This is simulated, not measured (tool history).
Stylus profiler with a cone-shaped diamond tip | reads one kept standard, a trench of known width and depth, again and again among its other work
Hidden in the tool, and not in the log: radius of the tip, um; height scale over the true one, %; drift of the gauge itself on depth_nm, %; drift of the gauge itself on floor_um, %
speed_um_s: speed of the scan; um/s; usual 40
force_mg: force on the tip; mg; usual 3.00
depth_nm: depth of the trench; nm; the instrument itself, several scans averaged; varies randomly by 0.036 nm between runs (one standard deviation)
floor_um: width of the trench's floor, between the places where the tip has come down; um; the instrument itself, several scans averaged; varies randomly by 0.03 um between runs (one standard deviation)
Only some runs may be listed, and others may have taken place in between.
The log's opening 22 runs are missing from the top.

run,day,speed_um_s,force_mg,scans with this tip,hours of work since the height scale was calibrated,depth_nm,floor_um
23,25.154,40,1.14,2614,262,201.46,27.40
24,26.304,13,3.02,2766,277,202.70,27.59
25,27.392,13,3.02,2910,292,202.78,27.68
26,29.029,63,1.19,3127,313,201.47,27.17
27,30.725,71,8.16,3351,336,205.28,27.44
28,32.354,71,8.16,3566,357,205.35,27.36
29,33.117,14,7.81,3666,367,205.19,27.53
30,34.342,11,6.13,3829,384,204.41,27.51
31,35.938,142,1.53,4040,405,201.79,26.58
32,36.667,142,1.53,4136,415,201.80,26.57
33,37.788,22,2.14,4284,429,202.21,27.40
34,39.504,22,2.14,4511,452,202.23,27.41
35,40.379,40,5.70,4626,464,204.21,27.38
36,41.921,48,1.04,4830,484,201.38,27.05
37,43.346,12,4.69,5019,503,203.80,27.39
38,44.262,18,1.25,5139,515,201.66,27.32
39,45.167,143,4.19,5259,527,203.50,26.81
40,46.550,143,4.19,5442,545,203.52,26.84
41,47.617,15,1.31,5583,560,201.67,27.25
42,48.862,21,3.00,5747,576,202.84,27.25
43,50.088,21,3.00,5909,592,202.84,27.22
44,50.967,21,3.00,6025,604,202.87,27.25
45,51.833,21,3.00,6140,615,202.85,27.17
46,53.142,21,3.00,6313,633,202.85,27.24

Below are 4 alternative next runs, each starting from the tool's condition after run 46. Predict each:
A,54.362,14,5.44,6474,649,?,?
B,54.362,19,1.27,6474,649,?,?
C,54.362,21,1.77,6474,649,?,?
D,54.362,66,1.05,6474,649,?,?

run,depth_nm,floor_um
A,204.16,27.29
B,201.68,27.22
C,202.05,27.18
D,201.50,26.78
With the hidden condition removed and each run's random variation left untouched, the same runs would have given:
run,depth_nm,floor_um
A,203.98,28.04
B,201.50,27.97
C,201.87,27.93
D,201.32,27.53

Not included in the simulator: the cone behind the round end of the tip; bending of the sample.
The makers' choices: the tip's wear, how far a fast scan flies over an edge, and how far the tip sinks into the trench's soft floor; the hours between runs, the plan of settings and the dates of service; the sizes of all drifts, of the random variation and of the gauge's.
